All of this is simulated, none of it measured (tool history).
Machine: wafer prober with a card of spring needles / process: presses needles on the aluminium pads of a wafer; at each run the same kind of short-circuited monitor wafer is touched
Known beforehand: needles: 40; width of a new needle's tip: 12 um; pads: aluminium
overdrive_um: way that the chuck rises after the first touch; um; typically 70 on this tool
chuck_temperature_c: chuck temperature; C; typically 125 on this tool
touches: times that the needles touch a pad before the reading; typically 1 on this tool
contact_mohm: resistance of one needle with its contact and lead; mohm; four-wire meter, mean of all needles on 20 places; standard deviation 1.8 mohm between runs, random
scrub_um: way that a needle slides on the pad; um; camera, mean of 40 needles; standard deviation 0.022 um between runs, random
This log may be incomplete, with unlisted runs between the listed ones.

run	hour	overdrive_um	chuck_temperature_c	touches	contact_mohm	scrub_um
1	0.0	70	125	1	221	12.60
# hour 3.5: tips cleaned on abrasive film
2	10.4	70	125	1	213	12.60
# hour 15.9: tips cleaned on abrasive film
3	20.1	70	125	1	211	12.59
# hour 29.2: tips cleaned on abrasive film
4	38.9	70	125	1	217	12.58
# hour 42.5: tips cleaned on abrasive film
5	48.8	70	125	1	213	12.55
# hour 55.7: tips cleaned on abrasive film
# hour 67.8: tips cleaned on abrasive film
6	68.0	70	41	1	175	12.57
# hour 80.5: tips cleaned on abrasive film
7	89.0	70	125	2	204	12.55
# hour 92.7: tips cleaned on abrasive film
# hour 104.7: height of the first contact set anew
# hour 106.5: tips cleaned on abrasive film
8	108.6	70	91	1	192	12.64
# hour 119.6: tips cleaned on abrasive film
9	125.4	60	125	1	220	10.81
# hour 132.8: tips cleaned on abrasive film
# hour 145.0: tips cleaned on abrasive film
10	145.0	70	125	1	187	12.59
# hour 157.8: tips cleaned on abrasive film
11	160.2	76	125	1	200	13.68
# hour 170.2: tips cleaned on abrasive film
12	176.2	76	125	1	211	13.68
# hour 183.0: tips cleaned on abrasive film
# hour 195.1: tips cleaned on abrasive film
13	195.1	76	125	1	187	13.63
# hour 207.3: tips cleaned on abrasive film
14	212.5	76	125	1	209	13.65
# hour 219.9: tips cleaned on abrasive film
# hour 231.9: tips cleaned on abrasive film
15	231.9	76	125	1	188	13.63
# hour 244.1: tips cleaned on abrasive film
16	251.8	70	125	1	219	12.48
# hour 257.5: tips cleaned on abrasive film
# hour 260.8: height of the first contact set anew
17	263.2	70	125	1	210	12.67
# hour 270.9: tips cleaned on abrasive film
18	282.7	70	125	1	226	12.60
# hour 283.9: tips cleaned on abrasive film
19	294.7	64	39	1	221	11.54
# hour 296.1: tips cleaned on abrasive film
20	306.2	72	38	2	193	12.97
# hour 308.3: tips cleaned on abrasive film
21	317.3	69	104	1	220	12.43
# hour 320.3: tips cleaned on abrasive film
22	330.6	88	63	1	203	15.86
# hour 332.6: tips cleaned on abrasive film
# hour 344.9: tips cleaned on abrasive film
23	351.9	88	63	1	200	15.84
# hour 357.2: tips cleaned on abrasive film
# hour 369.3: tips cleaned on abrasive film
24	369.3	88	63	1	172	15.83
# hour 383.1: tips cleaned on abrasive film
25	390.3	88	63	1	200	15.77
# hour 395.6: tips cleaned on abrasive film
26	400.3	88	63	1	196	15.79
# hour 407.7: tips cleaned on abrasive film
27	413.2	83	125	1	205	14.84
# hour 415.8: height of the first contact set anew
# hour 421.3: tips cleaned on abrasive film
# hour 433.2: tips cleaned on abrasive film
28	433.2	83	125	1	187	14.96
# hour 445.3: tips cleaned on abrasive film
29	445.4	70	45	1	173	12.64
30	454.5	70	45	1	210	12.61
# hour 457.3: tips cleaned on abrasive film
31	465.8	70	43	2	195	12.59
# hour 470.0: tips cleaned on abrasive film
32	474.7	80	59	1	197	14.39

3 options for the next run, each taken on its own from the tool as it stands now. Forecast them:
# hour 482.4: tips cleaned on abrasive film
A	490.5	70	125	1	?	?
# hour 482.4: tips cleaned on abrasive film
B	490.5	58	96	1	?	?
# hour 482.4: tips cleaned on abrasive film
C	490.5	83	32	1	?	?

run	contact_mohm	scrub_um
A	218	12.55
B	227	10.42
C	198	14.92
Take away the tool's hidden state, keep each run's random variation, and the runs would have read:
run	contact_mohm	scrub_um
A	183	12.62
B	178	10.48
C	166	14.98
